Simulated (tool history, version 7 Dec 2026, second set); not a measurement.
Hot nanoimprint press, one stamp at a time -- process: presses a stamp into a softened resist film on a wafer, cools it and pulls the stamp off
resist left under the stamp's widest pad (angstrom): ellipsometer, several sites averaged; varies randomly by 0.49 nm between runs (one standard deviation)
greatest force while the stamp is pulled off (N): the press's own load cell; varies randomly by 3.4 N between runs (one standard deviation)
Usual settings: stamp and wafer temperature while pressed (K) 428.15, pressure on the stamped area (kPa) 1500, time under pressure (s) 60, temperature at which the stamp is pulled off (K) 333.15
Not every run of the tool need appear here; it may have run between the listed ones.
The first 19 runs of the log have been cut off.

run	hour	stamp and wafer temperature while pressed (K)	pressure on the stamped area (kPa)	time under pressure (s)	temperature at which the stamp is pulled off (K)	resist left under the stamp's widest pad (angstrom)	greatest force while the stamp is pulled off (N)
20	408.7	428.15	1500	60	337.15	946	164
21	426.2	428.15	1500	88	329.15	805	166
22	451.1	425.15	1550	36	333.15	1380	161
23	480.3	425.15	1550	36	333.15	1385	158
# hour 511.9: press's hydraulic seals changed and the load cell set to zero
24	516	423.15	930	60	321.15	1551	175
25	544.5	432.15	990	56	322.15	893	175
26	557.8	428.15	1500	40	321.15	1114	171
27	572.6	428.15	1500	40	321.15	1107	169
28	585.2	428.15	1500	40	321.15	1118	177
29	606	427.15	1500	60	333.15	1016	159
30	620.5	428.15	1500	60	333.15	943	162

Alternative continuations, all from the tool just after run 30; predict every row:
# hour 635.1: plate thermocouple calibrated
A	640.1	438.15	1500	112	333.15	?	?
# hour 635.1: plate thermocouple calibrated
B	640.1	425.15	1500	105	333.15	?	?
# hour 635.1: plate thermocouple calibrated
C	640.1	428.15	2020	60	318.15	?	?
# hour 635.1: plate thermocouple calibrated
D	640.1	431.15	1160	80	333.15	?	?

run	resist left under the stamp's widest pad (angstrom)	greatest force while the stamp is pulled off (N)
A	360	165
B	929	165
C	831	176
D	762	161
Without the tool's hidden state the same runs would have given:
run	resist left under the stamp's widest pad (angstrom)	greatest force while the stamp is pulled off (N)
A	360	164
B	929	163
C	831	174
D	762	160

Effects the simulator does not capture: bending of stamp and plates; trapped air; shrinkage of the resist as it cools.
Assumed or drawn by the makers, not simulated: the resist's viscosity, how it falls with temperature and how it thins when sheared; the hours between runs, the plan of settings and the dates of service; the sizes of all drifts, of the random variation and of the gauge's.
